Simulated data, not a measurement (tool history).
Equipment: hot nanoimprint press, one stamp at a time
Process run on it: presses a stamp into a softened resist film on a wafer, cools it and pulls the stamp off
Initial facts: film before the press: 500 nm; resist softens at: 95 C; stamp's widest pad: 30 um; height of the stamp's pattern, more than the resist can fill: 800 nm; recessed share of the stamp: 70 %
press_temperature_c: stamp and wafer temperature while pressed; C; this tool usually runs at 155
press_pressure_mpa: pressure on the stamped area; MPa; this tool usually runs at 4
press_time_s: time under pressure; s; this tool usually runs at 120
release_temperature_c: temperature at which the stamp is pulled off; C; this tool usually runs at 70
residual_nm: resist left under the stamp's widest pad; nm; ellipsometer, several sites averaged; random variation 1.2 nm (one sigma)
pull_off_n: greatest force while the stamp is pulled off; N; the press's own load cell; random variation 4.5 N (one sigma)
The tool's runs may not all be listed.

run   hour  press_temperature_c  press_pressure_mpa  press_time_s  release_temperature_c  residual_nm  pull_off_n
  1      0                  155                   4           120                     70        199.8         387
  2   17.8                  155                   4           120                     70        202.6         388
  3   43.8                  155                   4           120                     70        202.2         406
      79.1  -- stamp cleaned and given a new release coat
  4   80.9                  155                   4           120                     70        205.5         226
  5  101.2                  155                   4           120                     70          205         243
  6  129.3                  155                   4           120                     70        205.8         251
  7  147.9                  155                   4           120                     70        207.7         261
  8  168.3                  155                   4           120                     70        208.1         281
     181.4  -- plate thermocouple calibrated
  9  202.9                  155                   4           120                     70        190.6         278
 10  221.3                  155                   4           120                     70        187.7         291
 11  241.5                  155                   4           120                     70        188.4         306
 12  269.6                  155                2.81           120                     70          233         311
 13    288                  155                2.81           120                     70        232.3         309
 14  303.8                  155                   4           120                     56        193.5         424
 15  323.7                  155                   4           120                     56        192.2         439
 16  347.1                  155                   4           120                     56        192.6         447
 17  361.2                  164                   4           120                     70        134.5         358
 18  384.1                  155                   4           115                     70        196.6         383
 19  411.6                  162                 4.4           128                     56        136.5         509
 20  430.7                  145                 6.2           193                     68        202.4         407
     455.7  -- stamp cleaned and given a new release coat
 21  459.2                  145                 6.2           193                     68        204.7         225
 22  475.9                  149                   4            66                     77        302.8         200
 23  503.2                  155                   4           120                     74        196.6         224
 24  532.9                  155                   4           120                     63        201.9         299
 25  559.1                  155                   4           120                     63        200.1         318
 26  572.6                  155                3.16           193                     60        191.4         319
 27  595.3                  162                   4           120                     76        150.5         271
 28  626.5                  144                   4           120                     71        310.7         309
 29  641.1                  147                   4            75                     68        321.3         336
 30  666.4                  154                   4            83                     70        238.2         332
 31  684.4                  155                   4           120                     76        203.7         303

3 ways to go on from here, each from the tool as it stands after run 31. What would each give?
  A  715.7                  149                 4.1           120                     76            ?           ?
  B  715.7                  155                5.72           141                     69            ?           ?
  C  715.7                  156                   4           120                     64            ?           ?

run  residual_nm  pull_off_n
  A        257.3         322
  B        158.9         380
  C        195.7         406
Take away the tool's hidden state, keep each run's random variation, and the runs would have read:
run  residual_nm  pull_off_n
  A        238.4         194
  B          146         230
  C        181.3         247
